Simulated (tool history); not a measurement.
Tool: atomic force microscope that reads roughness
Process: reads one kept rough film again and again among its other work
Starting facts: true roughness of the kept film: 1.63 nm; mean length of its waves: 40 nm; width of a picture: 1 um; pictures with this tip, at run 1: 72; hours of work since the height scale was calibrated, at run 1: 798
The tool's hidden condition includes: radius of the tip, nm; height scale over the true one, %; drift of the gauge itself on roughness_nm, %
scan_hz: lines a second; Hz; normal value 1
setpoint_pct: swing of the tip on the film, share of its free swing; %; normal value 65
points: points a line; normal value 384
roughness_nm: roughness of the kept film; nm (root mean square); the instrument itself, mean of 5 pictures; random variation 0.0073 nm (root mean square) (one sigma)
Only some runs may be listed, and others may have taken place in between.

| run | hour | scan_hz | setpoint_pct | points | pictures with this tip | hours of work since the height scale was calibrated | roughness_nm |
|---|---|---|---|---|---|---|---|
| 1 | 0 | 1 | 65 | 384 | 72 | 798 | 1.505 |
| 2 | 22.6 | 1 | 65 | 384 | 111 | 811 | 1.496 |
|  | 32.3 | new tip fitted |
| 3 | 42 | 1 | 65 | 384 | 17 | 822 | 1.531 |
| 4 | 61.2 | 1 | 65 | 384 | 50 | 833 | 1.524 |
| 5 | 79.4 | 1 | 65 | 384 | 82 | 844 | 1.5 |
| 6 | 97.4 | 3.7 | 78 | 480 | 113 | 854 | 1.168 |

What does the tool deliver on the next run?
|  | 107.6 | new tip fitted |
| 7 | 129 | 1 | 74 | 384 | 37 | 872 | ? |

Run 7 measured roughness_nm 1.48 nm (root mean square).
On a tool with no hidden condition, and with the same random variation, this run would have come out at roughness_nm 1.479 nm (root mean square).
